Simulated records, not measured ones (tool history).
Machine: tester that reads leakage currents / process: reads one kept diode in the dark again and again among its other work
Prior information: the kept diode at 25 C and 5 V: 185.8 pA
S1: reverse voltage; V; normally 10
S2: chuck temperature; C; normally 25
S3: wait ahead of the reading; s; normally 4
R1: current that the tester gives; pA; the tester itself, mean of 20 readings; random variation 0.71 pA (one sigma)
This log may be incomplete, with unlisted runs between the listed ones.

| run | day | S1 | S2 | S3 | R1 |
|---|---|---|---|---|---|
| 1 | 0 | 10 | 25 | 4 | 251.09 |
| 2 | 1.783 | 10 | 25 | 9.35 | 252.1 |
| 3 | 4.058 | 10 | 25 | 9.35 | 250.86 |
| 4 | 5.962 | 10 | 25 | 9.35 | 250.82 |
| 5 | 9.983 | 10 | 25 | 9.35 | 251.85 |
| 6 | 12.338 | 10 | 41 | 9.35 | 807.92 |
| 7 | 14.796 | 10 | 41 | 9.35 | 802.66 |
| 8 | 16.608 | 10 | 25 | 0.43 | 256.81 |
|  | 18.638 | probe card cleaned and baked |
| 9 | 20.529 | 10 | 25 | 4 | 226.9 |
| 10 | 22.75 | 10 | 25 | 4 | 226.04 |
| 11 | 25.829 | 10 | 25 | 4 | 225.79 |
| 12 | 28.196 | 10 | 25 | 2.09 | 225.85 |
| 13 | 29.958 | 5.7 | 25 | 2.09 | 186.5 |
| 14 | 33.446 | 5.7 | 25 | 2.09 | 186.64 |
| 15 | 36.475 | 5.7 | 25 | 2.09 | 185.64 |
| 16 | 38.821 | 10 | 25 | 4 | 225.43 |
| 17 | 41.246 | 10 | 25 | 4 | 226.78 |
| 18 | 42.971 | 10 | 25 | 7.73 | 225.59 |
| 19 | 46.712 | 10 | 25 | 7.73 | 226.01 |
| 20 | 49.696 | 10 | 37 | 3.11 | 569.51 |
| 21 | 53.138 | 2.6 | 40 | 0.5 | 448.54 |
| 22 | 56.504 | 6.3 | 22 | 0.5 | 153.55 |
| 23 | 59.517 | 19.2 | 55 | 2.99 | 2532.92 |
| 24 | 61.562 | 1.4 | 23 | 2.46 | 95.54 |
| 25 | 63.55 | 1.4 | 25 | 4.01 | 112.68 |
|  | 64.508 | chuck's temperature calibrated |
| 26 | 66.4 | 1.4 | 25 | 7.7 | 119.4 |
| 27 | 68.279 | 1.7 | 31 | 4 | 205.39 |
| 28 | 72.333 | 6.8 | 26 | 5.26 | 225.25 |
| 29 | 75.138 | 10 | 33 | 4.86 | 442.6 |
| 30 | 77.688 | 10 | 33 | 4.86 | 442.1 |
| 31 | 79.946 | 10.6 | 57 | 0.4 | 2443.84 |
| 32 | 82.846 | 10.6 | 53 | 2.38 | 1873.38 |
| 33 | 86.212 | 10.2 | 25 | 0.61 | 246.12 |
| 34 | 88.075 | 6 | 25 | 0.38 | 201.7 |

Below, each run's measurement less what the same run would have read without the hidden state. Both values contain the same run-to-run variation, but the gauge's scatter may not be the same in both:
The hidden state here: stray current of the dirty probe card, pA a volt; current scale over the true one, %; true chuck temperature over the reading, C; drift of the gauge itself on leakage_pa, %.
| run | R1 |
|---|---|
| 1 | +15.74 |
| 2 | +15.86 |
| 3 | +15.8 |
| 4 | +15.84 |
| 5 | +16.03 |
| 6 | -2.98 |
| 7 | -4.02 |
| 8 | +16.06 |
| 9 | -9.83 |
| 10 | -9.72 |
| 11 | -9.69 |
| 12 | -9.54 |
| 13 | -8.61 |
| 14 | -8.79 |
| 15 | -8.92 |
| 16 | -9.3 |
| 17 | -9.31 |
| 18 | -9.24 |
| 19 | -9.12 |
| 20 | -32.77 |
| 21 | -30.81 |
| 22 | -6.56 |
| 23 | -168.41 |
| 24 | -6.95 |
| 25 | -8.54 |
| 26 | -1.64 |
| 27 | -3.89 |
| 28 | +1.72 |
| 29 | -1.27 |
| 30 | -1.63 |
| 31 | -75.63 |
| 32 | -58.8 |
| 33 | +6.07 |
| 34 | +0.86 |
